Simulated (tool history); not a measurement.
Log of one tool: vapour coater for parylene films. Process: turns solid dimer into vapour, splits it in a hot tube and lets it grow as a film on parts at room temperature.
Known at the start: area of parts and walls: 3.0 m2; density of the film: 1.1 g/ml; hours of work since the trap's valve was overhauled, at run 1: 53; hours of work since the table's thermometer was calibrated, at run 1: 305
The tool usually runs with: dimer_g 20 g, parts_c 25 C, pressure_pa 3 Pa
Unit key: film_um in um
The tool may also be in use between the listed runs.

run	hour	dimer_g	parts_c	pressure_pa	hours of work since the trap's valve was overhauled	hours of work since the table's thermometer was calibrated	film_um
1	0	20	25	3	53	305	3.91
2	21.7	20	25	3	71	323	3.91
3	33	20	25	11.91	81	333	3.13
4	56.4	13	25	11.91	101	353	2.01
5	71.9	20	19	3	115	366	4.39
6	93.1	20	19	3	133	385	4.33
7	106.5	20	19	3	144	396	4.3
8	129.2	20	19	3	164	416	4.32
9	152.5	20	19	3	184	436	4.31
10	165.1	20	19	3	195	447	4.25
11	177.5	20	19	3	205	457	4.26
12	198.7	18	25	3	224	475	3.38
13	216.8	20	33	3	239	491	3.19
14	231.2	20	25	3	252	503	3.77
15	244.3	20	25	5.11	263	515	3.41
16	256.5	20	18	3	273	525	4.3
17	269.7	20	18	3	285	536	4.26
18	287.5	20	18	3	300	552	4.29
19	308.4	20	22	3	318	570	3.92
20	327.9	20	22	3	335	587	3.92
21	347.3	20	19	3	351	603	4.13
22	359.4	20	19	3	362	614	4.14
23	378.5	20	25	10.11	378	630	3
24	391.1	19	29	6.34	389	641	2.78
25	402.4	9	25	10.43	399	651	1.35
26	428.8	11	26	11.3	422	673	1.57
27	451.5	24	25	3	441	693	4.29
28	468.8	20	23	3	456	708	3.76
29	489.9	11	17	2.06	474	726	2.47
30	507	12	25	2.39	489	740	2.21
31	531.3	14	29	3.14	510	761	2.27
32	547	20	25	9.3	523	775	2.92
# hour 557.8: trap's valve overhauled
33	570.5	20	25	9.3	11	792	3.31
34	591.1	20	25	3.26	29	809	3.87
35	615	20	25	3.26	49	830	3.91
36	630.4	23	34	2.11	62	843	4
37	646.9	9	34	9.28	77	857	1.22
38	665.6	9	34	9.28	93	874	1.2
39	677	9	22	4.22	102	883	1.76
40	693.4	9	22	4.22	117	897	1.76
41	708.2	9	22	4.22	129	910	1.73
42	727.6	9	20	2.19	146	927	2
43	739.2	9	20	2.73	156	937	1.96
44	760.7	9	20	2.73	174	955	1.94
45	776.3	25	29	2.42	188	969	4.59
46	792.4	14	21	3.44	202	982	2.83

For each run, the measured value with the value that run would have given without the tool's hidden condition subtracted. The run-to-run variation is shared by both, the gauge scatter possibly not:
The tool's hidden condition here consists of: vapour lost through the trap's worn valve, %; true temperature of the parts over the reading, C; drift of the gauge itself on film_um, %.
run	film_um
1	-0.03
2	-0.04
3	-0.03
4	-0.03
5	-0.08
6	-0.11
7	-0.12
8	-0.14
9	-0.15
10	-0.17
11	-0.17
12	-0.15
13	-0.16
14	-0.2
15	-0.18
16	-0.24
17	-0.25
18	-0.27
19	-0.26
20	-0.28
21	-0.31
22	-0.32
23	-0.25
24	-0.24
25	-0.11
26	-0.15
27	-0.42
28	-0.39
29	-0.27
30	-0.24
31	-0.27
32	-0.36
33	+0.02
34	+0.02
35	+0.01
36	-0.01
37	-0.01
38	-0.01
39	-0.02
40	-0.03
41	-0.03
42	-0.04
43	-0.04
44	-0.05
45	-0.15
46	-0.1

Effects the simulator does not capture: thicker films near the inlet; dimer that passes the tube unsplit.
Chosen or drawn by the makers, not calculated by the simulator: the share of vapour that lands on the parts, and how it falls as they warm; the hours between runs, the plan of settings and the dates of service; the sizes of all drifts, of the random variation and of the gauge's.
